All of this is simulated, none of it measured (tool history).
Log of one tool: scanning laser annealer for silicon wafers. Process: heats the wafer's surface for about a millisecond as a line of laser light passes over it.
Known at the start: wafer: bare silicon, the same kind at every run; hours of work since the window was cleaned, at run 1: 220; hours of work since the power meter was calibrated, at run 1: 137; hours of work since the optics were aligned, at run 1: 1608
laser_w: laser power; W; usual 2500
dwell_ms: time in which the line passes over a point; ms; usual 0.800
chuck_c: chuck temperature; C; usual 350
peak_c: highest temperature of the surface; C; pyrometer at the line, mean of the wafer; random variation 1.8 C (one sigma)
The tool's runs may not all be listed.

| run | day | laser_w | dwell_ms | chuck_c | hours of work since the window was cleaned | hours of work since the power meter was calibrated | hours of work since the optics were aligned | peak_c |
|---|---|---|---|---|---|---|---|---|
| 1 | 0.000 | 2500 | 0.800 | 350 | 220 | 137 | 1608 | 1033 |
| 2 | 2.375 | 2500 | 0.800 | 350 | 249 | 166 | 1637 | 1034 |
| 3 | 3.754 | 2500 | 0.800 | 343 | 266 | 183 | 1654 | 1026 |
| 4 | 5.329 | 2342 | 0.800 | 350 | 285 | 202 | 1673 | 977 |
| 5 | 7.317 | 2342 | 0.800 | 350 | 310 | 226 | 1697 | 972 |
| 6 | 8.933 | 2500 | 0.800 | 350 | 330 | 246 | 1717 | 1029 |
| 7 | 10.158 | 2500 | 0.638 | 350 | 345 | 261 | 1732 | 945 |
| 8 | 12.200 | 2500 | 0.638 | 350 | 370 | 286 | 1757 | 942 |
|  | 13.075 | optics aligned, line set to its width |
| 9 | 14.333 | 2500 | 0.638 | 350 | 393 | 310 | 15 | 948 |
| 10 | 15.521 | 2500 | 0.638 | 350 | 408 | 324 | 30 | 947 |
| 11 | 17.846 | 2500 | 0.638 | 350 | 436 | 353 | 59 | 945 |
|  | 18.767 | window over the wafer cleaned |
| 12 | 20.046 | 2500 | 0.886 | 344 | 16 | 379 | 85 | 1086 |

Forecast run 13:
| 13 | 21.050 | 2325 | 0.717 | 350 | 28 | 391 | 97 | ? |

peak_c: 943 C
Without the tool's hidden state the same run would have given peak_c 946 C.

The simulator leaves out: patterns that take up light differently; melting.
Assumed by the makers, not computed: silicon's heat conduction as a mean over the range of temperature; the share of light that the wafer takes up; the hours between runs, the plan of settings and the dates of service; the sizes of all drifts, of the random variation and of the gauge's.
